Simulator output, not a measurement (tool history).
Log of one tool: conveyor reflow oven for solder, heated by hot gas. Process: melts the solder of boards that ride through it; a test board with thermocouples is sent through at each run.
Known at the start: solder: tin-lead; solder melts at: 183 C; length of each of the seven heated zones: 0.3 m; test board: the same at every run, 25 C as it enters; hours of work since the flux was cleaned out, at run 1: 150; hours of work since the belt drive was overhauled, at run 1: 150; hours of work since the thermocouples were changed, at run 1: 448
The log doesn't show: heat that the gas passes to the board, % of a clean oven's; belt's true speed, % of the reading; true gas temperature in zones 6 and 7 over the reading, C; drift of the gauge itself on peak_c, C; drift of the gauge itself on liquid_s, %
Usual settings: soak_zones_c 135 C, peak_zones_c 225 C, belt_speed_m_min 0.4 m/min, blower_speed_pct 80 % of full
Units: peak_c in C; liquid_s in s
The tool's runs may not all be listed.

run,day,soak_zones_c,peak_zones_c,belt_speed_m_min,blower_speed_pct,hours of work since the flux was cleaned out,hours of work since the belt drive was overhauled,hours of work since the thermocouples were changed,peak_c,liquid_s
1,0,135,225,0.4,80,150,150,448,211,61
2,0.875,135,225,0.4,80,165,165,463,211.1,60.9
# day 1.296: flux residue cleaned out of gas plates and filters
3,1.658,135,225,0.4,80,6,175,473,211,60.9
4,2.554,135,225,0.4,80,22,190,488,210.9,61.3
5,3.354,135,225,0.4,80,36,204,502,211.1,60.8
6,3.825,135,225,0.4,80,44,212,510,211.1,60.8
7,4.396,135,240,0.4,80,54,222,520,224.1,71.9
8,4.938,135,240,0.4,80,63,232,530,224.2,71.8
9,5.921,135,225,0.4,80,80,249,547,211.2,60.9
10,6.633,135,225,0.4,80,92,261,559,210.9,60.9
11,7.529,135,225,0.373,80,108,277,575,212.8,68.1
12,8.079,135,225,0.373,80,117,286,584,212.9,68
13,8.771,135,225,0.373,80,129,298,596,212.8,67.9
14,9.4,135,225,0.4,80,140,309,607,211.1,61
15,10.233,135,225,0.4,80,155,323,621,211,60.7
16,10.721,130,232,0.346,89,163,332,630,221.7,81.4
# day 11.2: flux residue cleaned out of gas plates and filters
17,11.692,130,224,0.338,84,9,345,643,214.5,76.2
# day 12.233: thermocouples of zones 6 and 7 changed
18,12.238,130,224,0.338,84,16,353,0,214.5,76.2
19,12.871,122,234,0.338,71,27,364,11,220.2,77.5
20,13.692,122,234,0.338,52,42,378,25,214.2,68.9
21,14.521,122,234,0.338,52,56,392,40,214.3,69.1
22,15.346,144,225,0.456,88,70,407,54,210.6,55.8
23,16.129,138,235,0.344,80,84,420,67,224.2,86.4
24,16.875,138,235,0.344,80,97,433,80,224.3,85.8
25,17.438,138,235,0.344,80,106,443,90,224.4,86.1
26,17.929,135,227,0.446,80,115,451,99,209.6,51.7
27,18.646,135,227,0.446,80,127,464,111,209.5,51.9
28,19.171,135,227,0.446,80,136,473,120,209.6,52
29,19.85,127,220,0.362,66,148,485,132,205.3,56.4
30,20.371,130,225,0.4,80,157,494,141,210.1,58

Hidden state at the last listed run before each entry between runs and at the first one after, where it differs:
Between runs 2 and 3: flux residue cleaned out of gas plates and filters (day 1.296)
  heat that the gas passes to the board, % of a clean oven's: 99.9 -> 100; true gas temperature in zones 6 and 7 over the reading, C: -0.02 -> -0.03
Between runs 16 and 17: flux residue cleaned out of gas plates and filters (day 11.2)
  heat that the gas passes to the board, % of a clean oven's: 99.9 -> 100
Between runs 17 and 18: thermocouples of zones 6 and 7 changed (day 12.233)
  true gas temperature in zones 6 and 7 over the reading, C: -0.04 -> 0.01
